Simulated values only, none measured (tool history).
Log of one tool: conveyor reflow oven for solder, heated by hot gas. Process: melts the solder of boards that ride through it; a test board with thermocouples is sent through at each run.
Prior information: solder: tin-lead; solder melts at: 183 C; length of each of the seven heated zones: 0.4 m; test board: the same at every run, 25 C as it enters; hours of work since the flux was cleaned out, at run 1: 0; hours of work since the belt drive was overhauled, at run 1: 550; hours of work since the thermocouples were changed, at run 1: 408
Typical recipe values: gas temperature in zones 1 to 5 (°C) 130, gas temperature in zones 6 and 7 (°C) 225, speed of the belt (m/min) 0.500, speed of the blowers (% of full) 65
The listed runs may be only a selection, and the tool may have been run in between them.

run   hour  gas temperature in zones 1 to 5 (°C)  gas temperature in zones 6 and 7 (°C)  speed of the belt (m/min)  speed of the blowers (% of full)  hours of work since the flux was cleaned out  hours of work since the belt drive was overhauled  hours of work since the thermocouples were changed  highest temperature of the board (°C)  time above the solder's melting point (s)
  1    0.0                                   130                                    225                      0.500                                65                                             0                                                550                                                 408                                  210.8                                       64.0
  2   44.2                                   130                                    225                      0.500                                53                                            27                                                577                                                 435                                  208.2                                       59.7
  3   81.2                                   130                                    225                      0.500                                53                                            49                                                599                                                 457                                  208.3                                       60.5
  4  108.3                                   130                                    225                      0.500                                53                                            65                                                616                                                 474                                  207.4                                       60.9
     117.3  -- flux residue cleaned out of gas plates and filters
  5  150.6                                   130                                    225                      0.500                                65                                            20                                                638                                                 496                                  210.5                                       63.9
  6  191.4                                   130                                    225                      0.500                                65                                            45                                                663                                                 521                                  210.4                                       62.3
  7  243.3                                   130                                    225                      0.500                                65                                            76                                                694                                                 552                                  209.4                                       61.6
  8  296.7                                   130                                    225                      0.500                                65                                           108                                                726                                                 585                                  209.1                                       62.0
     304.9  -- flux residue cleaned out of gas plates and filters, once more
  9  360.1                                   130                                    219                      0.524                                65                                            33                                                762                                                 620                                  204.1                                       52.2
 10  419.4                                   130                                    219                      0.524                                65                                            69                                                797                                                 656                                  203.2                                       52.6
 11  466.8                                   131                                    225                      0.500                                65                                            98                                                826                                                 684                                  210.2                                       62.8
 12  524.0                                   140                                    225                      0.405                                65                                           132                                                861                                                 719                                  216.4                                       93.3
     561.9  -- thermocouples of zones 6 and 7 changed
 13  583.9                                   140                                    225                      0.405                                65                                           167                                                896                                                  13                                  217.4                                       96.8

3 options for the next run, each taken on its own from the tool as it stands now. Forecast them:
  A  633.6                                   130                                    221                      0.438                                65                                           197                                                926                                                  43                                      ?                                          ?
  B  633.6                                   140                                    225                      0.405                                85                                           197                                                926                                                  43                                      ?                                          ?
  C  633.6                                   132                                    225                      0.500                                74                                           197                                                926                                                  43                                      ?                                          ?

run  highest temperature of the board (°C)  time above the solder's melting point (s)
  A                                  211.7                                       75.5
  B                                  219.3                                       98.5
  C                                  212.9                                       67.5
Without the tool's unlogged condition, the same runs would have read:
run  highest temperature of the board (°C)  time above the solder's melting point (s)
  A                                  212.3                                       75.5
  B                                  219.8                                       97.8
  C                                  213.7                                       67.6
